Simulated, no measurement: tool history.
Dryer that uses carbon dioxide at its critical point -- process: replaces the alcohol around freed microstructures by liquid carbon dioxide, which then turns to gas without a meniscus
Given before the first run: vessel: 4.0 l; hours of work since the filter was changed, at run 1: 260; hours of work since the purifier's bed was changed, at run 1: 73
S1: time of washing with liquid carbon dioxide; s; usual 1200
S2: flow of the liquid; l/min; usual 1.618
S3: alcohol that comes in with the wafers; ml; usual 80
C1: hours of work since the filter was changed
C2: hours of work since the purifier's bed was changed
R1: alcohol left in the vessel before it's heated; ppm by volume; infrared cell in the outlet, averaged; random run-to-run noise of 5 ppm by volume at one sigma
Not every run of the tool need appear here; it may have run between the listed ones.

Run 1, day 0.000: usual settings; C1 260; C2 73. Result: R1 78 ppm by volume.
At day 0.500: inlet filter changed.
Run 2, day 0.738: usual settings; C1 3; C2 81. Result: R1 66 ppm by volume.
Run 3, day 1.475: usual settings; C1 12; C2 91. Result: R1 68 ppm by volume.
Run 4, day 2.196: usual settings but S2 2.220 l/min; C1 21; C2 100. Result: R1 55 ppm by volume.
Run 5, day 2.967: usual settings but S2 2.220 l/min; C1 31; C2 110. Result: R1 56 ppm by volume.
Run 6, day 3.446: usual settings; C1 37; C2 116. Result: R1 76 ppm by volume.
Run 7, day 4.171: usual settings; C1 47; C2 125. Result: R1 77 ppm by volume.
Run 8, day 4.904: usual settings; C1 56; C2 134. Result: R1 83 ppm by volume.
Run 9, day 5.588: usual settings; C1 65; C2 143. Result: R1 84 ppm by volume.
Run 10, day 6.367: usual settings; C1 74; C2 153. Result: R1 97 ppm by volume.
Run 11, day 7.058: usual settings but S3 31 ml; C1 83; C2 161. Result: R1 76 ppm by volume.
Run 12, day 8.096: usual settings but S1 1620 s, S2 2.050 l/min, S3 24 ml; C1 96; C2 175. Result: R1 62 ppm by volume.
Run 13, day 9.079: usual settings but S1 1740 s, S2 1.090 l/min, S3 55 ml; C1 109; C2 187. Result: R1 96 ppm by volume.
Run 14, day 10.088: usual settings but S1 1740 s, S2 1.090 l/min, S3 55 ml; C1 121; C2 200. Result: R1 110 ppm by volume.
Run 15, day 10.567: usual settings but S1 1740 s, S2 1.090 l/min, S3 55 ml; C1 128; C2 206. Result: R1 103 ppm by volume.
Run 16, day 11.062: usual settings but S1 1740 s, S2 1.090 l/min, S3 55 ml; C1 134; C2 212. Result: R1 110 ppm by volume.
Run 17, day 11.708: usual settings but S1 1740 s, S2 1.640 l/min, S3 118 ml; C1 142; C2 220. Result: R1 95 ppm by volume.

Each row is a separate what-if for the run after 17, all from the same tool condition, not one after another. Results?
Run A, day 12.304: usual settings but S1 1740 s, S2 1.250 l/min, S3 47 ml; C1 150; C2 228. Result: R1 ?.
Run B, day 12.304: usual settings but S1 1260 s, S2 1.210 l/min, S3 44 ml; C1 150; C2 228. Result: R1 ?.
Run C, day 12.304: usual settings but S1 1740 s, S2 1.070 l/min, S3 118 ml; C1 150; C2 228. Result: R1 ?.
Run D, day 12.304: usual settings but S1 1680 s, S2 2.520 l/min, S3 45 ml; C1 150; C2 228. Result: R1 ?.

run   R1
  A  101
  B  175
  C  158
  D   88
What these runs would have given with no unlogged condition in the tool:
run  R1
  A  13
  B  68
  C  51
  D   3
